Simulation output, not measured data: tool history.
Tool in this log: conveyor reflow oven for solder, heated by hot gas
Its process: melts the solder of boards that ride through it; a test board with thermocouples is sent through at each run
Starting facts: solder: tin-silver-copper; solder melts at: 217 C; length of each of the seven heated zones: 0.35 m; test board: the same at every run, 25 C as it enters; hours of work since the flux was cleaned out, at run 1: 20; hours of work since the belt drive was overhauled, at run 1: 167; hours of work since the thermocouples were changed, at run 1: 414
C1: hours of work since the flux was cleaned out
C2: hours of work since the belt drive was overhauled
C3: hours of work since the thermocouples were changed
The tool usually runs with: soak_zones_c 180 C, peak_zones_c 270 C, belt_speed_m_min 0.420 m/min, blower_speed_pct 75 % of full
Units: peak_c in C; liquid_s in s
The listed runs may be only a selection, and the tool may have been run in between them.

{"run": 1, "hour": 0.0, "soak_zones_c": 180, "peak_zones_c": 270, "belt_speed_m_min": 0.42, "blower_speed_pct": 75, "C1": 20, "C2": 167, "C3": 414, "peak_c": 261.33, "liquid_s": 86.54}
{"run": 2, "hour": 23.8, "soak_zones_c": 180, "peak_zones_c": 270, "belt_speed_m_min": 0.42, "blower_speed_pct": 75, "C1": 33, "C2": 180, "C3": 428, "peak_c": 261.32, "liquid_s": 86.47}
{"run": 3, "hour": 44.6, "soak_zones_c": 180, "peak_zones_c": 270, "belt_speed_m_min": 0.42, "blower_speed_pct": 77, "C1": 45, "C2": 192, "C3": 439, "peak_c": 261.57, "liquid_s": 86.58}
{"run": 4, "hour": 76.2, "soak_zones_c": 180, "peak_zones_c": 270, "belt_speed_m_min": 0.383, "blower_speed_pct": 75, "C1": 62, "C2": 209, "C3": 457, "peak_c": 263.47, "liquid_s": 96.91}
{"run": 5, "hour": 102.5, "soak_zones_c": 180, "peak_zones_c": 270, "belt_speed_m_min": 0.383, "blower_speed_pct": 75, "C1": 77, "C2": 224, "C3": 472, "peak_c": 263.48, "liquid_s": 96.95}
{"run": 6, "hour": 136.1, "soak_zones_c": 180, "peak_zones_c": 270, "belt_speed_m_min": 0.383, "blower_speed_pct": 75, "C1": 96, "C2": 243, "C3": 490, "peak_c": 263.39, "liquid_s": 96.95}
{"hour": 175.3, "done": "thermocouples of zones 6 and 7 changed"}
{"run": 7, "hour": 180.5, "soak_zones_c": 171, "peak_zones_c": 276, "belt_speed_m_min": 0.383, "blower_speed_pct": 75, "C1": 119, "C2": 266, "C3": 3, "peak_c": 266.28, "liquid_s": 94.63}
{"run": 8, "hour": 220.5, "soak_zones_c": 180, "peak_zones_c": 266, "belt_speed_m_min": 0.436, "blower_speed_pct": 75, "C1": 141, "C2": 288, "C3": 25, "peak_c": 254.72, "liquid_s": 78.65}
{"run": 9, "hour": 254.1, "soak_zones_c": 180, "peak_zones_c": 278, "belt_speed_m_min": 0.468, "blower_speed_pct": 90, "C1": 160, "C2": 307, "C3": 44, "peak_c": 265.55, "liquid_s": 79.82}
{"run": 10, "hour": 277.2, "soak_zones_c": 173, "peak_zones_c": 278, "belt_speed_m_min": 0.468, "blower_speed_pct": 76, "C1": 173, "C2": 320, "C3": 57, "peak_c": 262.69, "liquid_s": 75.0}
{"run": 11, "hour": 319.4, "soak_zones_c": 180, "peak_zones_c": 270, "belt_speed_m_min": 0.42, "blower_speed_pct": 60, "C1": 197, "C2": 344, "C3": 80, "peak_c": 257.4, "liquid_s": 83.16}
{"run": 12, "hour": 340.4, "soak_zones_c": 168, "peak_zones_c": 270, "belt_speed_m_min": 0.42, "blower_speed_pct": 60, "C1": 208, "C2": 355, "C3": 92, "peak_c": 255.52, "liquid_s": 76.1}

Here are 5 independent what-if runs from the current tool condition. What would each one return?
{"run": "A", "hour": 360.7, "soak_zones_c": 194, "peak_zones_c": 270, "belt_speed_m_min": 0.389, "blower_speed_pct": 53, "C1": 220, "C2": 367, "C3": 103, "peak_c": "?", "liquid_s": "?"}
{"run": "B", "hour": 360.7, "soak_zones_c": 180, "peak_zones_c": 275, "belt_speed_m_min": 0.42, "blower_speed_pct": 79, "C1": 220, "C2": 367, "C3": 103, "peak_c": "?", "liquid_s": "?"}
{"run": "C", "hour": 360.7, "soak_zones_c": 178, "peak_zones_c": 270, "belt_speed_m_min": 0.39, "blower_speed_pct": 84, "C1": 220, "C2": 367, "C3": 103, "peak_c": "?", "liquid_s": "?"}
{"run": "D", "hour": 360.7, "soak_zones_c": 180, "peak_zones_c": 274, "belt_speed_m_min": 0.426, "blower_speed_pct": 51, "C1": 220, "C2": 367, "C3": 103, "peak_c": "?", "liquid_s": "?"}
{"run": "E", "hour": 360.7, "soak_zones_c": 182, "peak_zones_c": 270, "belt_speed_m_min": 0.42, "blower_speed_pct": 75, "C1": 220, "C2": 367, "C3": 103, "peak_c": "?", "liquid_s": "?"}

run=A peak_c=260.32 liquid_s=100.74
run=B peak_c=264.50 liquid_s=88.63
run=C peak_c=261.83 liquid_s=93.33
run=D peak_c=258.84 liquid_s=82.77
run=E peak_c=259.67 liquid_s=86.35
Had the tool no hidden state, the same runs would have come out as:
run=A peak_c=260.37 liquid_s=100.47
run=B peak_c=264.86 liquid_s=88.65
run=C peak_c=262.08 liquid_s=93.37
run=D peak_c=259.12 liquid_s=82.83
run=E peak_c=259.98 liquid_s=86.43
